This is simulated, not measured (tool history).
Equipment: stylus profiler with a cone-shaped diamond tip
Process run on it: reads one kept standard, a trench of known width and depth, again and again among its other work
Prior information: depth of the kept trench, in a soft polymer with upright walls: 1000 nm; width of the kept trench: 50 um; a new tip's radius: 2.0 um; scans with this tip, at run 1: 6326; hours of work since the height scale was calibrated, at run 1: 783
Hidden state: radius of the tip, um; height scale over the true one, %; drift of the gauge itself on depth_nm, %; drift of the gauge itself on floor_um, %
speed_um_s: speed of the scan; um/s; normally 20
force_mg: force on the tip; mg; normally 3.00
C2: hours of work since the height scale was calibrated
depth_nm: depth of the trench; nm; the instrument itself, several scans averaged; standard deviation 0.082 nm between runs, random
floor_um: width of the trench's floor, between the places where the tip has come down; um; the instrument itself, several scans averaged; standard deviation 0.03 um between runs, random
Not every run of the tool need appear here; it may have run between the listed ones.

{"run": 1, "hour": 0.0, "speed_um_s": 20, "force_mg": 3.0, "scans with this tip": 6326, "C2": 783, "depth_nm": 1011.52, "floor_um": 44.31}
{"run": 2, "hour": 48.8, "speed_um_s": 20, "force_mg": 3.0, "scans with this tip": 6495, "C2": 804, "depth_nm": 1011.4, "floor_um": 44.24}
{"hour": 75.6, "done": "height scale calibrated on a step standard"}
{"run": 3, "hour": 79.3, "speed_um_s": 20, "force_mg": 3.0, "scans with this tip": 6599, "C2": 2, "depth_nm": 1010.74, "floor_um": 44.23}
{"run": 4, "hour": 122.6, "speed_um_s": 20, "force_mg": 4.56, "scans with this tip": 6750, "C2": 20, "depth_nm": 1014.8, "floor_um": 44.22}
{"run": 5, "hour": 144.0, "speed_um_s": 20, "force_mg": 4.56, "scans with this tip": 6824, "C2": 29, "depth_nm": 1015.0, "floor_um": 44.19}
{"run": 6, "hour": 190.4, "speed_um_s": 20, "force_mg": 4.56, "scans with this tip": 6985, "C2": 49, "depth_nm": 1014.92, "floor_um": 44.15}
{"run": 7, "hour": 238.3, "speed_um_s": 20, "force_mg": 2.15, "scans with this tip": 7151, "C2": 70, "depth_nm": 1008.29, "floor_um": 44.1}
{"run": 8, "hour": 284.0, "speed_um_s": 20, "force_mg": 3.0, "scans with this tip": 7309, "C2": 89, "depth_nm": 1010.51, "floor_um": 44.03}
{"run": 9, "hour": 307.9, "speed_um_s": 20, "force_mg": 3.0, "scans with this tip": 7392, "C2": 100, "depth_nm": 1010.81, "floor_um": 43.99}
{"hour": 321.3, "done": "height scale calibrated on a step standard, once more"}
{"run": 10, "hour": 329.8, "speed_um_s": 20, "force_mg": 3.61, "scans with this tip": 7466, "C2": 4, "depth_nm": 1013.88, "floor_um": 44.13}
{"run": 11, "hour": 363.9, "speed_um_s": 20, "force_mg": 3.61, "scans with this tip": 7584, "C2": 18, "depth_nm": 1013.85, "floor_um": 44.03}
{"run": 12, "hour": 392.5, "speed_um_s": 20, "force_mg": 3.61, "scans with this tip": 7684, "C2": 31, "depth_nm": 1013.78, "floor_um": 43.94}
{"run": 13, "hour": 412.2, "speed_um_s": 20, "force_mg": 4.44, "scans with this tip": 7752, "C2": 39, "depth_nm": 1015.81, "floor_um": 43.99}
{"run": 14, "hour": 435.9, "speed_um_s": 20, "force_mg": 4.44, "scans with this tip": 7834, "C2": 49, "depth_nm": 1016.01, "floor_um": 43.99}
{"run": 15, "hour": 461.5, "speed_um_s": 20, "force_mg": 4.44, "scans with this tip": 7923, "C2": 60, "depth_nm": 1015.91, "floor_um": 43.93}
{"run": 16, "hour": 502.3, "speed_um_s": 20, "force_mg": 3.0, "scans with this tip": 8064, "C2": 78, "depth_nm": 1012.09, "floor_um": 43.92}
{"run": 17, "hour": 533.0, "speed_um_s": 20, "force_mg": 3.0, "scans with this tip": 8171, "C2": 91, "depth_nm": 1012.09, "floor_um": 43.88}
{"run": 18, "hour": 580.3, "speed_um_s": 20, "force_mg": 3.0, "scans with this tip": 8335, "C2": 111, "depth_nm": 1012.01, "floor_um": 43.81}
{"run": 19, "hour": 609.5, "speed_um_s": 45, "force_mg": 3.0, "scans with this tip": 8436, "C2": 124, "depth_nm": 1011.96, "floor_um": 43.7}
{"run": 20, "hour": 656.9, "speed_um_s": 45, "force_mg": 3.0, "scans with this tip": 8600, "C2": 144, "depth_nm": 1011.84, "floor_um": 43.63}
{"run": 21, "hour": 684.3, "speed_um_s": 20, "force_mg": 5.46, "scans with this tip": 8696, "C2": 156, "depth_nm": 1018.06, "floor_um": 43.77}
{"run": 22, "hour": 706.8, "speed_um_s": 11, "force_mg": 3.0, "scans with this tip": 8773, "C2": 165, "depth_nm": 1012.03, "floor_um": 43.73}
{"run": 23, "hour": 734.3, "speed_um_s": 11, "force_mg": 3.0, "scans with this tip": 8869, "C2": 177, "depth_nm": 1011.8, "floor_um": 43.76}
{"run": 24, "hour": 779.3, "speed_um_s": 11, "force_mg": 3.0, "scans with this tip": 9025, "C2": 197, "depth_nm": 1011.97, "floor_um": 43.74}
{"run": 25, "hour": 802.0, "speed_um_s": 20, "force_mg": 3.36, "scans with this tip": 9103, "C2": 206, "depth_nm": 1012.96, "floor_um": 43.7}
{"run": 26, "hour": 840.0, "speed_um_s": 7, "force_mg": 2.69, "scans with this tip": 9235, "C2": 223, "depth_nm": 1010.82, "floor_um": 43.71}
{"run": 27, "hour": 863.1, "speed_um_s": 13, "force_mg": 1.79, "scans with this tip": 9315, "C2": 233, "depth_nm": 1008.04, "floor_um": 43.61}
{"run": 28, "hour": 900.5, "speed_um_s": 13, "force_mg": 1.79, "scans with this tip": 9445, "C2": 249, "depth_nm": 1008.1, "floor_um": 43.61}
{"run": 29, "hour": 943.7, "speed_um_s": 16, "force_mg": 1.03, "scans with this tip": 9595, "C2": 267, "depth_nm": 1005.33, "floor_um": 43.53}
{"run": 30, "hour": 967.0, "speed_um_s": 16, "force_mg": 1.03, "scans with this tip": 9675, "C2": 277, "depth_nm": 1005.26, "floor_um": 43.52}
{"run": 31, "hour": 994.4, "speed_um_s": 33, "force_mg": 4.1, "scans with this tip": 9771, "C2": 289, "depth_nm": 1014.62, "floor_um": 43.48}
{"run": 32, "hour": 1043.0, "speed_um_s": 9, "force_mg": 8.95, "scans with this tip": 9939, "C2": 310, "depth_nm": 1025.31, "floor_um": 43.5}
{"run": 33, "hour": 1084.1, "speed_um_s": 36, "force_mg": 1.93, "scans with this tip": 10082, "C2": 327, "depth_nm": 1008.58, "floor_um": 43.37}
{"run": 34, "hour": 1105.6, "speed_um_s": 36, "force_mg": 1.93, "scans with this tip": 10156, "C2": 337, "depth_nm": 1008.33, "floor_um": 43.34}
{"hour": 1110.3, "done": "new tip fitted, height scale calibrated"}
{"run": 35, "hour": 1137.6, "speed_um_s": 13, "force_mg": 6.53, "scans with this tip": 95, "C2": 12, "depth_nm": 1020.95, "floor_um": 46.55}
{"run": 36, "hour": 1164.6, "speed_um_s": 64, "force_mg": 6.36, "scans with this tip": 189, "C2": 23, "depth_nm": 1020.69, "floor_um": 46.33}
{"run": 37, "hour": 1203.4, "speed_um_s": 64, "force_mg": 6.36, "scans with this tip": 323, "C2": 40, "depth_nm": 1020.71, "floor_um": 46.22}
{"run": 38, "hour": 1228.5, "speed_um_s": 64, "force_mg": 6.36, "scans with this tip": 410, "C2": 51, "depth_nm": 1020.68, "floor_um": 46.19}
{"run": 39, "hour": 1248.7, "speed_um_s": 28, "force_mg": 2.64, "scans with this tip": 480, "C2": 59, "depth_nm": 1011.27, "floor_um": 46.23}
{"run": 40, "hour": 1274.0, "speed_um_s": 28, "force_mg": 2.64, "scans with this tip": 568, "C2": 70, "depth_nm": 1011.32, "floor_um": 46.21}
{"run": 41, "hour": 1309.4, "speed_um_s": 21, "force_mg": 4.08, "scans with this tip": 691, "C2": 85, "depth_nm": 1015.1, "floor_um": 46.25}
{"run": 42, "hour": 1352.6, "speed_um_s": 21, "force_mg": 4.08, "scans with this tip": 841, "C2": 104, "depth_nm": 1015.14, "floor_um": 46.23}
{"run": 43, "hour": 1385.4, "speed_um_s": 52, "force_mg": 5.39, "scans with this tip": 954, "C2": 118, "depth_nm": 1018.27, "floor_um": 46.03}
{"run": 44, "hour": 1417.5, "speed_um_s": 20, "force_mg": 5.58, "scans with this tip": 1066, "C2": 132, "depth_nm": 1018.65, "floor_um": 46.16}
{"run": 45, "hour": 1458.9, "speed_um_s": 20, "force_mg": 5.58, "scans with this tip": 1209, "C2": 150, "depth_nm": 1018.56, "floor_um": 46.07}

Each row is a separate what-if for the run after 45, all from the same tool condition, not one after another. Results?
{"run": "A", "hour": 1480.9, "speed_um_s": 20, "force_mg": 3.58, "scans with this tip": 1285, "C2": 159, "depth_nm": "?", "floor_um": "?"}
{"run": "B", "hour": 1480.9, "speed_um_s": 71, "force_mg": 1.29, "scans with this tip": 1285, "C2": 159, "depth_nm": "?", "floor_um": "?"}
{"run": "C", "hour": 1480.9, "speed_um_s": 7, "force_mg": 7.33, "scans with this tip": 1285, "C2": 159, "depth_nm": "?", "floor_um": "?"}
{"run": "D", "hour": 1480.9, "speed_um_s": 52, "force_mg": 3.55, "scans with this tip": 1285, "C2": 159, "depth_nm": "?", "floor_um": "?"}

run=A depth_nm=1013.71 floor_um=46.09
run=B depth_nm=1006.79 floor_um=45.54
run=C depth_nm=1022.25 floor_um=46.10
run=D depth_nm=1013.60 floor_um=45.82
What these runs would have given with no unlogged condition in the tool:
run=A depth_nm=1014.09 floor_um=46.50
run=B depth_nm=1007.17 floor_um=45.95
run=C depth_nm=1022.63 floor_um=46.51
run=D depth_nm=1013.98 floor_um=46.23
